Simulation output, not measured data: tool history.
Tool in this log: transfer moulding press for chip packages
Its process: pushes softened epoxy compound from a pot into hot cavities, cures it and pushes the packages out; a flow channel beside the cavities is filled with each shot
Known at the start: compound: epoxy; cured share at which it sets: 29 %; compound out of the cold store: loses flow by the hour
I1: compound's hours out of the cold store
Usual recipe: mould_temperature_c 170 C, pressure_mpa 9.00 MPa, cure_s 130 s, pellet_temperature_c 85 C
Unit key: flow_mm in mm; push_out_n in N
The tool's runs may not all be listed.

Run 1, hour 0.0: usual settings; I1 14.6. Result: flow_mm 641 mm, push_out_n 740 N.
At hour 18.7: cavities cleaned with cleaning compound and waxed.
Run 2, hour 22.0: usual settings; I1 14.8. Result: flow_mm 639 mm, push_out_n 465 N.
Run 3, hour 32.8: usual settings but mould_temperature_c 171 C; I1 44.9. Result: flow_mm 548 mm, push_out_n 485 N.
Run 4, hour 42.7: usual settings but cure_s 125 s; I1 31.2. Result: flow_mm 589 mm, push_out_n 606 N.
Run 5, hour 56.8: usual settings but cure_s 125 s; I1 26.8. Result: flow_mm 600 mm, push_out_n 710 N.
Run 6, hour 72.4: usual settings but cure_s 125 s; I1 44.9. Result: flow_mm 548 mm, push_out_n 731 N.
Run 7, hour 84.3: usual settings but cure_s 125 s; I1 25.1. Result: flow_mm 604 mm, push_out_n 849 N.
At hour 96.9: cavities cleaned with cleaning compound and waxed.
Run 8, hour 103.6: usual settings but pellet_temperature_c 83 C; I1 32.8. Result: flow_mm 581 mm, push_out_n 465 N.
Run 9, hour 126.6: usual settings but cure_s 113 s; I1 10.8. Result: flow_mm 643 mm, push_out_n 827 N.
At hour 132.5: plunger's sealing rings changed.
Run 10, hour 147.6: usual settings but mould_temperature_c 168 C; I1 47.6. Result: flow_mm 561 mm, push_out_n 722 N.
Run 11, hour 166.3: usual settings; I1 22.9. Result: flow_mm 631 mm, push_out_n 750 N.
At hour 177.8: cavities cleaned with cleaning compound and waxed.
Run 12, hour 179.9: usual settings; I1 27.9. Result: flow_mm 615 mm, push_out_n 442 N.
Run 13, hour 192.6: usual settings; I1 44.3. Result: flow_mm 563 mm, push_out_n 504 N.
Run 14, hour 213.1: usual settings; I1 18.3. Result: flow_mm 639 mm, push_out_n 642 N.
Run 15, hour 233.7: usual settings but mould_temperature_c 163 C, pressure_mpa 8.97 MPa, cure_s 139 s, pellet_temperature_c 93 C; I1 11.4. Result: flow_mm 679 mm, push_out_n 1050 N.
Run 16, hour 249.0: usual settings but mould_temperature_c 163 C, pressure_mpa 8.36 MPa, cure_s 139 s, pellet_temperature_c 93 C; I1 47.5. Result: flow_mm 544 mm, push_out_n 1004 N.
At hour 256.1: cavities cleaned with cleaning compound and waxed.
Run 17, hour 269.4: usual settings but mould_temperature_c 163 C, pressure_mpa 8.36 MPa, cure_s 139 s, pellet_temperature_c 93 C; I1 20.7. Result: flow_mm 624 mm, push_out_n 714 N.
Run 18, hour 281.0: usual settings but mould_temperature_c 163 C, pressure_mpa 8.36 MPa, cure_s 139 s, pellet_temperature_c 93 C; I1 17.2. Result: flow_mm 634 mm, push_out_n 826 N.
Run 19, hour 293.4: usual settings but mould_temperature_c 163 C, pressure_mpa 8.36 MPa, cure_s 139 s, pellet_temperature_c 93 C; I1 42.9. Result: flow_mm 555 mm, push_out_n 853 N.
Run 20, hour 314.3: usual settings but mould_temperature_c 166 C, pressure_mpa 8.36 MPa, cure_s 168 s, pellet_temperature_c 93 C; I1 25.2. Result: flow_mm 599 mm, push_out_n 638 N.
At hour 334.1: cavities cleaned with cleaning compound and waxed.
Run 21, hour 340.3: usual settings but mould_temperature_c 173 C, pressure_mpa 9.10 MPa, cure_s 134 s, pellet_temperature_c 94 C; I1 23.4. Result: flow_mm 609 mm, push_out_n 411 N.
Run 22, hour 356.5: usual settings but mould_temperature_c 168 C, pressure_mpa 9.10 MPa, cure_s 158 s, pellet_temperature_c 94 C; I1 45.8. Result: flow_mm 559 mm, push_out_n 494 N.
Run 23, hour 368.7: usual settings; I1 17.4. Result: flow_mm 636 mm, push_out_n 649 N.
Run 24, hour 384.8: usual settings; I1 8.7. Result: flow_mm 660 mm, push_out_n 731 N.
Run 25, hour 395.0: usual settings but mould_temperature_c 173 C, pressure_mpa 8.28 MPa, cure_s 128 s, pellet_temperature_c 88 C; I1 10.6. Result: flow_mm 617 mm, push_out_n 705 N.
Run 26, hour 405.0: usual settings but pressure_mpa 6.90 MPa, pellet_temperature_c 79 C; I1 45.0. Result: flow_mm 480 mm, push_out_n 766 N.
At hour 413.7: cavities cleaned with cleaning compound and waxed.
Run 27, hour 426.5: usual settings but pressure_mpa 6.90 MPa, pellet_temperature_c 79 C; I1 8.1. Result: flow_mm 578 mm, push_out_n 563 N.
Run 28, hour 447.2: usual settings but pressure_mpa 6.90 MPa, pellet_temperature_c 79 C; I1 8.9. Result: flow_mm 576 mm, push_out_n 673 N.

Branching from run 28: 3 alternative next runs. What would each branch give?
Run A, hour 464.9: usual settings but mould_temperature_c 177 C, pressure_mpa 7.28 MPa, cure_s 137 s, pellet_temperature_c 79 C; I1 12.7. Result: flow_mm ?, push_out_n ?.
Run B, hour 464.9: usual settings but pressure_mpa 6.90 MPa, pellet_temperature_c 83 C; I1 33.8. Result: flow_mm ?, push_out_n ?.
Run C, hour 464.9: usual settings but pressure_mpa 9.17 MPa, cure_s 133 s, pellet_temperature_c 86 C; I1 29.8. Result: flow_mm ?, push_out_n ?.

run  flow_mm  push_out_n
  A      561         565
  B      507         707
  C      592         684
The same runs, with their run-to-run variation unchanged, on a tool lacking any hidden condition would have given:
run  flow_mm  push_out_n
  A      581         333
  B      524         400
  C      612         385
